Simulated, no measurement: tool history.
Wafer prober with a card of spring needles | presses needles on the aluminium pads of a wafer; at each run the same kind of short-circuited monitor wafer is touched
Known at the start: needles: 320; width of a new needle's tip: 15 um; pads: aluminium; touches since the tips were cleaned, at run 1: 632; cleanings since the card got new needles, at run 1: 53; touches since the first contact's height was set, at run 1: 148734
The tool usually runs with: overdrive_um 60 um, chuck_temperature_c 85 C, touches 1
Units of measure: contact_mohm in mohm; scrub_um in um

run     day  overdrive_um  chuck_temperature_c  touches  touches since the tips were cleaned  cleanings since the card got new needles  touches since the first contact's height was set  contact_mohm  scrub_um
  1   0.000            60                   85        1                                  632                                        53                                            148734           200      7.24
      0.388  -- tips cleaned on abrasive film
  2   0.700            60                   85        1                                 1908                                        54                                            153001           200      7.26
      0.804  -- tips cleaned on abrasive film
      1.288  -- tips cleaned on abrasive film
  3   1.471            60                   85        1                                 1099                                        56                                            157663           201      7.25
      1.725  -- tips cleaned on abrasive film
      2.154  -- tips cleaned on abrasive film
  4   2.392            60                   85        1                                 1446                                        58                                            163273           201      7.26
      2.646  -- tips cleaned on abrasive film
  5   2.988            60                   85        1                                 2118                                        59                                            166911           202      7.24
      3.075  -- tips cleaned on abrasive film
      3.483  -- tips cleaned on abrasive film
  6   3.862            60                   85        1                                 2323                                        61                                            172216           202      7.28
      3.933  -- tips cleaned on abrasive film
      4.412  -- tips cleaned on abrasive film
  7   4.475            60                   86        1                                  395                                        63                                            175923           199      7.23
      4.842  -- tips cleaned on abrasive film
      5.271  -- tips cleaned on abrasive film
  8   5.379            60                   85        1                                  652                                        65                                            181402           199      7.28
      5.696  -- tips cleaned on abrasive film
  9   6.083            60                   85        1                                 2371                                        66                                            185690           204      7.25
      6.150  -- tips cleaned on abrasive film
      6.396  -- height of the first contact set anew
      6.642  -- tips cleaned on abrasive film
      7.058  -- tips cleaned on abrasive film
 10   7.196            60                   85        1                                  842                                        69                                              4847           201      7.28
      7.533  -- tips cleaned on abrasive film
 11   7.833            60                   85        1                                 1855                                        70                                              8735           204      7.30
      8.012  -- tips cleaned on abrasive film
      8.433  -- tips cleaned on abrasive film
 12   8.433            49                   29        1                                    0                                        72                                             12370           191      5.88
      8.883  -- tips cleaned on abrasive film
      9.338  -- tips cleaned on abrasive film
 13   9.388            49                   29        1                                  309                                        74                                             18161           187      5.98
      9.738  -- tips cleaned on abrasive film
 14   9.867            49                   53        3                                  780                                        75                                             21070           199      5.95
     10.150  -- tips cleaned on abrasive film
 15  10.462            49                  103        2                                 1925                                        76                                             24697           210      5.88
     10.600  -- tips cleaned on abrasive film
     11.000  -- tips cleaned on abrasive film
     11.458  -- tips cleaned on abrasive film
 16  11.533            49                  103        2                                  480                                        79                                             31199           208      5.91
     11.904  -- tips cleaned on abrasive film
     12.350  -- tips cleaned on abrasive film
 17  12.450            49                  103        2                                  610                                        81                                             36759           208      5.93
     12.783  -- tips cleaned on abrasive film
 18  13.179            63                   46        1                                 2427                                        82                                             41203           192      7.61
     13.258  -- tips cleaned on abrasive film
     13.708  -- tips cleaned on abrasive film
 19  14.088            63                   46        1                                 2338                                        84                                             46724           191      7.65

How the hidden state differs across the entries between the runs, from the last listed run before each to the first after it:
After run 1, before run 2: tips cleaned on abrasive film (day 0.388)
  debris on the tips, nm: 0.2 -> 0.4
After run 2, before run 3: tips cleaned on abrasive film (day 0.804); tips cleaned on abrasive film (day 1.288)
  debris on the tips, nm: 0.4 -> 0.3
After run 3, before run 4: tips cleaned on abrasive film (day 1.725); tips cleaned on abrasive film (day 2.154)
  way that the needles fall short of the set height, um: 0.05 -> 0.06
After run 4, before run 5: tips cleaned on abrasive film (day 2.646)
  debris on the tips, nm: 0.3 -> 0.4
After run 5, before run 6: tips cleaned on abrasive film (day 3.075); tips cleaned on abrasive film (day 3.483)
  the hidden state is the same at both runs
After run 6, before run 7: tips cleaned on abrasive film (day 3.933); tips cleaned on abrasive film (day 4.412)
  debris on the tips, nm: 0.4 -> 0.1
After run 7, before run 8: tips cleaned on abrasive film (day 4.842); tips cleaned on abrasive film (day 5.271)
  the hidden state is the same at both runs
After run 8, before run 9: tips cleaned on abrasive film (day 5.696)
  debris on the tips, nm: 0.1 -> 0.5
After run 9, before run 10: tips cleaned on abrasive film (day 6.150); height of the first contact set anew (day 6.396); tips cleaned on abrasive film (day 6.642); tips cleaned on abrasive film (day 7.058)
  debris on the tips, nm: 0.5 -> 0.2; way that the needles fall short of the set height, um: 0.06 -> 0
After run 10, before run 11: tips cleaned on abrasive film (day 7.533)
  debris on the tips, nm: 0.2 -> 0.4
After run 11, before run 12: tips cleaned on abrasive film (day 8.012); tips cleaned on abrasive film (day 8.433)
  debris on the tips, nm: 0.4 -> 0
After run 12, before run 13: tips cleaned on abrasive film (day 8.883); tips cleaned on abrasive film (day 9.338)
  debris on the tips, nm: 0 -> 0.1; way that the needles fall short of the set height, um: 0 -> 0.01; tips' diameter, um: 15.02 -> 15.03
After run 13, before run 14: tips cleaned on abrasive film (day 9.738)
  debris on the tips, nm: 0.1 -> 0.2
After run 14, before run 15: tips cleaned on abrasive film (day 10.150)
  debris on the tips, nm: 0.2 -> 0.4
After run 15, before run 16: tips cleaned on abrasive film (day 10.600); tips cleaned on abrasive film (day 11.000); tips cleaned on abrasive film (day 11.458)
  debris on the tips, nm: 0.4 -> 0.1
After run 16, before run 17: tips cleaned on abrasive film (day 11.904); tips cleaned on abrasive film (day 12.350)
  debris on the tips, nm: 0.1 -> 0.2
After run 17, before run 18: tips cleaned on abrasive film (day 12.783)
  debris on the tips, nm: 0.2 -> 0.5
After run 18, before run 19: tips cleaned on abrasive film (day 13.258); tips cleaned on abrasive film (day 13.708)
  debris on the tips, nm: 0.5 -> 0.4; way that the needles fall short of the set height, um: 0.01 -> 0.02
